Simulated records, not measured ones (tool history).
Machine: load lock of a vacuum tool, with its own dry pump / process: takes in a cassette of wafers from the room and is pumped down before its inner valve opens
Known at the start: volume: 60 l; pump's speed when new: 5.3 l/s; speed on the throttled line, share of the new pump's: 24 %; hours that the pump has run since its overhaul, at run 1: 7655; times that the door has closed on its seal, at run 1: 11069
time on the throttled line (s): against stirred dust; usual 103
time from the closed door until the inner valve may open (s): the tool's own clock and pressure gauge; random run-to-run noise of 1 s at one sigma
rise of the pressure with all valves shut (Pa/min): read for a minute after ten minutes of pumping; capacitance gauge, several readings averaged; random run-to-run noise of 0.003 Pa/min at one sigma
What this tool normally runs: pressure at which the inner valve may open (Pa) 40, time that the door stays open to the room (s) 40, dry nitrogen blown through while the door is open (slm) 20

run      day  time on the throttled line (s)  pressure at which the inner valve may open (Pa)  time that the door stays open to the room (s)  dry nitrogen blown through while the door is open (slm)  hours that the pump has run since its overhaul  times that the door has closed on its seal  incoming humidity of the room's air, %  time from the closed door until the inner valve may open (s)  rise of the pressure with all valves shut (Pa/min)
  1        0                             103                                               40                                             40                                                       20                                            7655                                       11069                                    45.3                                                         177.8                                               0.041
  2    6.483                              60                                               40                                             40                                                       20                                            7811                                       11379                                    46.5                                                         147.4                                               0.048
  3   10.242                             103                                               40                                            124                                                       20                                            7901                                       11560                                    48.6                                                         177.8                                               0.055
  4   15.996                             103                                               40                                            124                                                       20                                            8039                                       11836                                    44.7                                                         178.7                                               0.049
  5   21.854                             103                                               40                                             40                                                       20                                            8180                                       12117                                    43.6                                                         176.4                                               0.046
  6   26.017                             103                                               40                                             40                                                       20                                            8280                                       12316                                    49.4                                                         177.2                                               0.046
  7   30.629                             103                                               40                                             40                                                       25                                            8390                                       12537                                    46.1                                                         175.9                                               0.046
  8   34.354                             103                                               40                                             40                                                       20                                            8480                                       12716                                    45.3                                                         176.7                                               0.045
  9   37.479                             103                                               40                                             40                                                       20                                            8555                                       12866                                    42.3                                                         177.2                                               0.049
 10   40.371                             103                                               40                                             40                                                       20                                            8624                                       13004                                    45.3                                                           179                                               0.052
 11   43.812                              57                                               40                                             40                                                       20                                            8707                                       13169                                    45.3                                                           148                                               0.047
 12   49.883                             103                                               40                                             40                                                       20                                            8852                                       13460                                    49.7                                                         179.1                                               0.047
 13   52.533                             103                                               40                                            200                                                       20                                            8916                                       13588                                    41.3                                                         177.9                                               0.056
 14   57.167                             148                                               40                                            200                                                       20                                            9027                                       13810                                    42.5                                                         212.4                                               0.057
 15   62.096                             103                                               40                                             40                                                       20                                            9146                                       14046                                    47.1                                                         179.6                                               0.053
 16   67.008                             103                                               40                                             40                                                       24                                            9264                                       14282                                    43.5                                                         176.4                                               0.052
 17   73.017                             103                                               40                                             40                                                       24                                            9408                                       14570                                    48.4                                                           181                                               0.056
 18   75.962                             103                                               40                                             36                                                       20                                            9478                                       14711                                    42.4                                                         180.6                                               0.056
 19    80.95                             103                                               40                                             36                                                       20                                            9598                                       14950                                    41.7                                                         179.4                                               0.051
 20   85.954                             119                                               40                                             71                                                       20                                            9718                                       15190                                    47.3                                                           190                                               0.059
 21   91.942                             144                                               47                                             60                                                       26                                            9862                                       15477                                    44.7                                                         209.3                                               0.061
 22   96.821                             169                                               64                                            223                                                       26                                            9979                                       15711                                    47.2                                                         220.8                                               0.064
 23  101.188                             108                                               40                                            147                                                       20                                           10084                                       15921                                    49.5                                                         184.7                                               0.076
 24  104.858                             108                                               40                                            147                                                       20                                           10172                                       16097                                    46.7                                                         184.9                                               0.064
 25  109.375                             103                                               40                                             36                                                       20                                           10280                                       16313                                    46.9                                                         180.6                                               0.055
 26  112.808                             103                                               40                                             36                                                       20                                           10363                                       16478                                    44.5                                                         179.8                                               0.059
 27  116.796                             103                                               37                                             40                                                       20                                           10458                                       16669                                    45.4                                                         181.5                                               0.064
 28  121.333                             103                                               37                                             40                                                       20                                           10567                                       16887                                    42.6                                                         182.6                                               0.066
 29  126.979                             103                                               43                                             73                                                       20                                           10703                                       17157                                      42                                                         179.9                                               0.069
 30    129.8                             103                                               43                                             73                                                       20                                           10770                                       17293                                    44.4                                                         179.7                                                0.07
 31  133.675                             103                                               43                                             73                                                       20                                           10863                                       17479                                    46.1                                                           182                                               0.066
 32  136.329                             103                                               66                                             67                                                       15                                           10927                                       17606                                    45.2                                                         173.4                                               0.073
 33  139.212                             103                                               66                                             52                                                       15                                           10996                                       17744                                    47.6                                                         174.1                                               0.069
     142.762  -- dry pump taken out, an overhauled one fitted
 34  144.283                             103                                               66                                             52                                                       15                                              36                                       17975                                    45.7                                                         161.3                                               0.074
 35  148.742                             103                                               66                                             50                                                       12                                             143                                       18189                                    45.5                                                         160.3                                               0.072
 36  152.483                             103                                               42                                             40                                                       20                                             233                                       18368                                    42.5                                                         164.5                                                0.07

5 ways to go on from here, each from the tool as it stands after run 36. What would each give?
  A  156.212                             100                                               37                                             40                                                       20                                             323                                       18547                                    43.7                                                             ?                                                   ?
  B  156.212                             190                                               60                                             40                                                       20                                             323                                       18547                                      46                                                             ?                                                   ?
  C  156.212                             103                                               45                                             27                                                       20                                             323                                       18547                                    46.9                                                             ?                                                   ?
  D  156.212                             103                                               29                                             32                                                        6                                             323                                       18547                                    44.8                                                             ?                                                   ?
  E  156.212                             103                                               61                                             35                                                        4                                             323                                       18547                                    45.6                                                             ?                                                   ?

run  time from the closed door until the inner valve may open (s)  rise of the pressure with all valves shut (Pa/min)
  A                                                         165.1                                               0.068
  B                                                           227                                               0.067
  C                                                           164                                               0.063
  D                                                         170.4                                               0.076
  E                                                         160.8                                               0.082
With no hidden state in the tool, these same runs would have given:
run  time from the closed door until the inner valve may open (s)  rise of the pressure with all valves shut (Pa/min)
  A                                                         165.4                                               0.012
  B                                                         227.2                                               0.012
  C                                                         164.3                                               0.007
  D                                                         170.7                                                0.02
  E                                                           161                                               0.026

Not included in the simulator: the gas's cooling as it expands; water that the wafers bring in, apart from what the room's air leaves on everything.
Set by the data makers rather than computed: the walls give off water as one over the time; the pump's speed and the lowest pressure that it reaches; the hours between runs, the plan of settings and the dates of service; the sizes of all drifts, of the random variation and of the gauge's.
